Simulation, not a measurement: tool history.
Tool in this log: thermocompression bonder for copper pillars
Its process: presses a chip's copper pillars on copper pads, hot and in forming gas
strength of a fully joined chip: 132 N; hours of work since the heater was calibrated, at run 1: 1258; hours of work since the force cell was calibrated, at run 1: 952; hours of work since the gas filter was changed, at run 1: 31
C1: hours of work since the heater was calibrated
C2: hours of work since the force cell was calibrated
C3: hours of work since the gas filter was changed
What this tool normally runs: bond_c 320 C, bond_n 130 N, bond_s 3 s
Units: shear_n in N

Run 1, hour 0: usual settings; C1 1258; C2 952; C3 31. Result: shear_n 65.9 N.
Run 2, hour 53.3: usual settings; C1 1284; C2 978; C3 56. Result: shear_n 66.4 N.
Run 3, hour 93.4: usual settings but bond_c 346 C; C1 1303; C2 997; C3 76. Result: shear_n 81.6 N.
Run 4, hour 144.2: usual settings but bond_c 346 C; C1 1327; C2 1021; C3 100. Result: shear_n 79.6 N.
Run 5, hour 203.8: usual settings but bond_c 346 C; C1 1356; C2 1050; C3 129. Result: shear_n 80 N.
Run 6, hour 266.4: usual settings; C1 1386; C2 1080; C3 159. Result: shear_n 64.2 N.
At hour 289.4: forming gas filter changed.
Run 7, hour 297.3: usual settings; C1 1401; C2 1095; C3 4. Result: shear_n 69.1 N.
Run 8, hour 344.6: usual settings but bond_n 128 N; C1 1423; C2 1117; C3 26. Result: shear_n 66.6 N.
Run 9, hour 403.2: usual settings; C1 1451; C2 1145; C3 55. Result: shear_n 69.1 N.
Run 10, hour 450.5: usual settings but bond_c 306 C; C1 1474; C2 1168; C3 77. Result: shear_n 58.4 N.
Run 11, hour 495.1: usual settings but bond_c 341 C; C1 1495; C2 1189; C3 99. Result: shear_n 78 N.
Run 12, hour 530.5: usual settings; C1 1512; C2 1206; C3 116. Result: shear_n 64.5 N.
Run 13, hour 582.2: usual settings; C1 1537; C2 1231; C3 140. Result: shear_n 65.8 N.
Run 14, hour 639.9: usual settings but bond_c 329 C, bond_n 185 N, bond_s 7 s; C1 1565; C2 1259; C3 168. Result: shear_n 101.5 N.
At hour 644.2: forming gas filter changed.
Run 15, hour 702: usual settings but bond_c 329 C, bond_n 185 N, bond_s 7 s; C1 1594; C2 1288; C3 28. Result: shear_n 104.7 N.
At hour 720.3: heater calibrated with a thermocouple chip.
Run 16, hour 744.3: usual settings but bond_c 312 C, bond_n 93 N, bond_s 6 s; C1 11; C2 1308; C3 47. Result: shear_n 60.2 N.
Run 17, hour 779.4: usual settings but bond_c 333 C, bond_s 2 s; C1 28; C2 1324; C3 64. Result: shear_n 57.6 N.
Run 18, hour 817.1: usual settings but bond_c 300 C, bond_n 166 N, bond_s 2 s; C1 46; C2 1342; C3 82. Result: shear_n 47.6 N.
Run 19, hour 882.8: usual settings but bond_c 300 C, bond_n 166 N, bond_s 2 s; C1 78; C2 1374; C3 113. Result: shear_n 47.9 N.
Run 20, hour 915.3: usual settings but bond_c 307 C, bond_n 138 N; C1 93; C2 1390; C3 129. Result: shear_n 53.6 N.
Run 21, hour 951.6: usual settings but bond_c 307 C, bond_n 156 N; C1 111; C2 1407; C3 146. Result: shear_n 57.5 N.
Run 22, hour 984.6: usual settings but bond_c 307 C, bond_n 156 N; C1 127; C2 1423; C3 162. Result: shear_n 56.3 N.
At hour 1002: forming gas filter changed.
Run 23, hour 1030.5: usual settings but bond_c 338 C, bond_n 124 N; C1 148; C2 1445; C3 14. Result: shear_n 69.1 N.
Run 24, hour 1093.8: usual settings but bond_n 102 N, bond_s 5 s; C1 179; C2 1475; C3 44. Result: shear_n 63.9 N.
Run 25, hour 1154: usual settings but bond_n 80 N, bond_s 2 s; C1 208; C2 1504; C3 73. Result: shear_n 38.7 N.

Forecast each of these 4 alternatives for the next run:
Run A, hour 1188.1: usual settings but bond_c 323 C, bond_n 111 N, bond_s 8 s; C1 224; C2 1520; C3 89. Result: shear_n ?.
Run B, hour 1188.1: usual settings but bond_c 334 C; C1 224; C2 1520; C3 89. Result: shear_n ?.
Run C, hour 1188.1: usual settings but bond_c 305 C, bond_n 80 N, bond_s 2 s; C1 224; C2 1520; C3 89. Result: shear_n ?.
Run D, hour 1188.1: usual settings but bond_n 80 N; C1 224; C2 1520; C3 89. Result: shear_n ?.

run  shear_n
  A     78.8
  B     67.4
  C       32
  D     44.1
With the hidden condition removed and each run's random variation left untouched, the same runs would have given:
run  shear_n
  A     82.3
  B     70.6
  C     33.7
  D     46.4

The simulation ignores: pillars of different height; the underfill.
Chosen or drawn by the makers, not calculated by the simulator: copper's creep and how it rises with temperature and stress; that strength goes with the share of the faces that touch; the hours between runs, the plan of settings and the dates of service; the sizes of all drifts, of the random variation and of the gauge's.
